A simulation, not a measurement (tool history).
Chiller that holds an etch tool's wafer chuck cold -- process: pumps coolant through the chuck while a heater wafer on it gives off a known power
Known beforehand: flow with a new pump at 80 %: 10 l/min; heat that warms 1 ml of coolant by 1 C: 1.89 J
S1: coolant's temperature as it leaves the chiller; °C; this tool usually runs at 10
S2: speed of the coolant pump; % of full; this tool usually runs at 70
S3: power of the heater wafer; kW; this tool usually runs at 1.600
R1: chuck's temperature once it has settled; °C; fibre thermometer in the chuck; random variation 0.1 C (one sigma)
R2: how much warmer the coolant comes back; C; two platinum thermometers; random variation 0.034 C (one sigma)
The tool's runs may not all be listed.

run	hour	S1	S2	S3	R1	R2
1	0.0	10	70	1.600	29.4	5.98
2	31.4	10	70	1.600	29.5	5.98
3	56.5	10	70	0.828	19.8	3.12
4	83.1	10	70	1.073	22.8	4.04
5	107.1	10	70	1.600	29.5	5.99
6	128.1	10	82	1.600	27.5	5.09
7	151.5	10	82	1.600	27.5	5.17
8	184.3	10	82	1.600	27.5	5.15
9	214.3	10	70	1.045	22.6	3.91
10	240.6	10	70	1.045	22.6	3.96
11	258.7	10	74	1.045	22.0	3.63
12	272.3	10	70	1.197	24.3	4.47
13	292.2	10	70	1.197	24.5	4.49
14	323.2	10	70	1.197	24.7	4.54
# hour 346.3: coolant changed, channels flushed
15	355.6	10	70	0.976	20.5	3.67
16	388.5	10	70	1.600	27.6	6.03
17	418.0	10	70	1.600	27.8	6.01
18	445.2	11	65	1.299	26.0	5.24
19	473.5	1	97	2.040	19.2	5.64
20	504.5	10	95	2.040	28.4	5.71
21	535.2	19	95	1.273	30.3	3.59
22	554.6	1	68	1.600	19.2	6.20
23	573.9	1	68	1.600	19.2	6.21
24	591.9	10	68	1.600	28.0	6.30
25	606.8	10	70	0.995	20.8	3.71
26	620.8	10	95	1.300	21.6	3.66
27	639.5	10	95	1.300	21.5	3.67
28	670.4	11	80	1.049	21.4	3.51
29	686.1	11	80	1.049	21.2	3.53
30	704.0	11	80	1.049	21.3	3.51
# hour 717.9: chiller's thermometer calibrated
31	734.4	11	80	1.049	22.4	3.50
32	757.6	10	85	1.049	20.8	3.35
33	783.4	18	87	1.600	34.0	4.98

Here are 3 independent what-if runs from the current tool condition. What would each one return?
A	810.4	2	87	1.379	?	?
B	810.4	18	87	1.219	?	?
C	810.4	18	66	0.876	?	?

run	R1	R2
A	15.9	4.28
B	30.2	3.77
C	28.6	3.60
With no hidden state in the tool, these same runs would have given:
run	R1	R2
A	15.2	4.06
B	29.5	3.58
C	28.1	3.42
